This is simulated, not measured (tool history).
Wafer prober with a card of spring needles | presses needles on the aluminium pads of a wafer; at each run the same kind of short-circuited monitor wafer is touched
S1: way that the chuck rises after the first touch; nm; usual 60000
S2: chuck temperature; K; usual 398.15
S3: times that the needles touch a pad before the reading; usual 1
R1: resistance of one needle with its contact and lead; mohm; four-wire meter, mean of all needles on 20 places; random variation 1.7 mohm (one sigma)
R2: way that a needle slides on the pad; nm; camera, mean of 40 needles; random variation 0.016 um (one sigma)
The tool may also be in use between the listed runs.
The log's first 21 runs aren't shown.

{"hour": 170.4, "done": "tips cleaned on abrasive film"}
{"run": 22, "hour": 170.4, "S1": 40000, "S2": 350.15, "S3": 2, "R1": 194, "R2": 5950}
{"run": 23, "hour": 177.4, "S1": 40000, "S2": 350.15, "S3": 2, "R1": 243, "R2": 5980}
{"run": 24, "hour": 188.7, "S1": 48000, "S2": 308.15, "S3": 2, "R1": 245, "R2": 7170}
{"hour": 191.4, "done": "tips cleaned on abrasive film"}
{"run": 25, "hour": 196.1, "S1": 48000, "S2": 382.15, "S3": 2, "R1": 213, "R2": 7140}
{"run": 26, "hour": 202.0, "S1": 48000, "S2": 336.15, "S3": 1, "R1": 263, "R2": 7160}
{"hour": 212.6, "done": "tips cleaned on abrasive film"}
{"run": 27, "hour": 214.1, "S1": 60000, "S2": 310.15, "S3": 1, "R1": 180, "R2": 8910}
{"run": 28, "hour": 220.2, "S1": 60000, "S2": 327.15, "S3": 1, "R1": 215, "R2": 8920}
{"run": 29, "hour": 228.1, "S1": 73000, "S2": 300.15, "S3": 1, "R1": 212, "R2": 10870}
{"hour": 234.0, "done": "tips cleaned on abrasive film"}
{"run": 30, "hour": 239.0, "S1": 75000, "S2": 326.15, "S3": 1, "R1": 183, "R2": 11140}
{"run": 31, "hour": 247.2, "S1": 75000, "S2": 326.15, "S3": 1, "R1": 207, "R2": 11140}
{"hour": 255.5, "done": "tips cleaned on abrasive film"}
{"run": 32, "hour": 255.5, "S1": 77000, "S2": 360.15, "S3": 1, "R1": 163, "R2": 11430}
{"run": 33, "hour": 265.7, "S1": 68000, "S2": 352.15, "S3": 1, "R1": 212, "R2": 10120}

5 ways to go on from here, each from the tool as it stands after run 33. What would each give?
{"run": "A", "hour": 270.9, "S1": 49000, "S2": 364.15, "S3": 1, "R1": "?", "R2": "?"}
{"run": "B", "hour": 270.9, "S1": 63000, "S2": 361.15, "S3": 1, "R1": "?", "R2": "?"}
{"run": "C", "hour": 270.9, "S1": 68000, "S2": 352.15, "S3": 2, "R1": "?", "R2": "?"}
{"run": "D", "hour": 270.9, "S1": 58000, "S2": 316.15, "S3": 1, "R1": "?", "R2": "?"}
{"run": "E", "hour": 270.9, "S1": 61000, "S2": 352.15, "S3": 3, "R1": "?", "R2": "?"}

run=A R1=287 R2=7270
run=B R1=239 R2=9400
run=C R1=197 R2=10090
run=D R1=252 R2=8600
run=E R1=195 R2=9040
Without the tool's hidden state the same runs would have given:
run=A R1=172 R2=7320
run=B R1=165 R2=9460
run=C R1=158 R2=10150
run=D R1=160 R2=8650
run=E R1=165 R2=9100
